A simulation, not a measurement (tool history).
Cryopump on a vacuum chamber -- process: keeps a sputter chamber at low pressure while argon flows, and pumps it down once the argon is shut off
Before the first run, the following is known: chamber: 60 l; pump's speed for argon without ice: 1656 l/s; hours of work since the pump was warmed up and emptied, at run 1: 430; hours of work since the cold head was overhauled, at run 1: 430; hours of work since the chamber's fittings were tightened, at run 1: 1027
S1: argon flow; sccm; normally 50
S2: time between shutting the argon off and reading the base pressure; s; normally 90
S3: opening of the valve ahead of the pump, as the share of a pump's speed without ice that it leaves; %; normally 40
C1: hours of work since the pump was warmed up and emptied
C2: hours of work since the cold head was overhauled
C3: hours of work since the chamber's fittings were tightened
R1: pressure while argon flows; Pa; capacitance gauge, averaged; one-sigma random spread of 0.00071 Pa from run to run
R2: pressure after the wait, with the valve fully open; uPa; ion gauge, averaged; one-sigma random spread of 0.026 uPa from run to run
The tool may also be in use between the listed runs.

{"run": 1, "hour": 0.0, "S1": 50, "S2": 90, "S3": 40, "C1": 430, "C2": 430, "C3": 1027, "R1": 0.1333, "R2": 1.44}
{"run": 2, "hour": 26.3, "S1": 50, "S2": 203, "S3": 40, "C1": 441, "C2": 441, "C3": 1037, "R1": 0.1332, "R2": 0.94}
{"run": 3, "hour": 50.9, "S1": 50, "S2": 96, "S3": 40, "C1": 451, "C2": 451, "C3": 1047, "R1": 0.1353, "R2": 1.37}
{"run": 4, "hour": 72.2, "S1": 50, "S2": 90, "S3": 24, "C1": 459, "C2": 459, "C3": 1056, "R1": 0.2191, "R2": 1.43}
{"run": 5, "hour": 89.5, "S1": 50, "S2": 90, "S3": 29, "C1": 466, "C2": 466, "C3": 1063, "R1": 0.1834, "R2": 1.43}
{"run": 6, "hour": 105.0, "S1": 50, "S2": 29, "S3": 40, "C1": 473, "C2": 473, "C3": 1069, "R1": 0.1347, "R2": 3.55}
{"run": 7, "hour": 135.2, "S1": 50, "S2": 29, "S3": 40, "C1": 485, "C2": 485, "C3": 1081, "R1": 0.1345, "R2": 3.62}
{"run": 8, "hour": 157.8, "S1": 50, "S2": 29, "S3": 40, "C1": 494, "C2": 494, "C3": 1090, "R1": 0.1355, "R2": 3.52}
{"run": 9, "hour": 178.9, "S1": 50, "S2": 90, "S3": 40, "C1": 502, "C2": 502, "C3": 1099, "R1": 0.1359, "R2": 1.48}
{"run": 10, "hour": 197.4, "S1": 50, "S2": 90, "S3": 40, "C1": 510, "C2": 510, "C3": 1106, "R1": 0.1357, "R2": 1.51}
{"run": 11, "hour": 212.6, "S1": 50, "S2": 90, "S3": 40, "C1": 516, "C2": 516, "C3": 1112, "R1": 0.1362, "R2": 1.48}
{"run": 12, "hour": 232.7, "S1": 50, "S2": 90, "S3": 40, "C1": 524, "C2": 524, "C3": 1121, "R1": 0.1357, "R2": 1.52}
{"run": 13, "hour": 246.1, "S1": 50, "S2": 90, "S3": 40, "C1": 529, "C2": 529, "C3": 1126, "R1": 0.135, "R2": 1.41}
{"run": 14, "hour": 263.2, "S1": 50, "S2": 90, "S3": 24, "C1": 536, "C2": 536, "C3": 1133, "R1": 0.2211, "R2": 1.48}
{"run": 15, "hour": 286.0, "S1": 21, "S2": 82, "S3": 16, "C1": 546, "C2": 546, "C3": 1142, "R1": 0.1358, "R2": 1.6}
{"run": 16, "hour": 303.4, "S1": 32, "S2": 247, "S3": 40, "C1": 553, "C2": 553, "C3": 1149, "R1": 0.0853, "R2": 0.84}
{"run": 17, "hour": 326.4, "S1": 50, "S2": 59, "S3": 40, "C1": 562, "C2": 562, "C3": 1158, "R1": 0.1361, "R2": 1.97}
{"run": 18, "hour": 352.2, "S1": 72, "S2": 27, "S3": 18, "C1": 572, "C2": 572, "C3": 1169, "R1": 0.4199, "R2": 3.79}
{"run": 19, "hour": 375.9, "S1": 72, "S2": 27, "S3": 18, "C1": 582, "C2": 582, "C3": 1178, "R1": 0.4201, "R2": 3.67}

Here are 3 independent what-if runs from the current tool condition. What would each one return?
{"run": "A", "hour": 396.9, "S1": 23, "S2": 27, "S3": 30, "C1": 590, "C2": 590, "C3": 1187, "R1": "?", "R2": "?"}
{"run": "B", "hour": 396.9, "S1": 26, "S2": 33, "S3": 28, "C1": 590, "C2": 590, "C3": 1187, "R1": "?", "R2": "?"}
{"run": "C", "hour": 396.9, "S1": 55, "S2": 27, "S3": 31, "C1": 590, "C2": 590, "C3": 1187, "R1": "?", "R2": "?"}

run=A R1=0.0817 R2=3.86
run=B R1=0.0983 R2=3.18
run=C R1=0.1897 R2=3.73
Take away the tool's hidden state, keep each run's random variation, and the runs would have read:
run=A R1=0.0779 R2=3.49
run=B R1=0.0941 R2=2.82
run=C R1=0.1806 R2=3.38
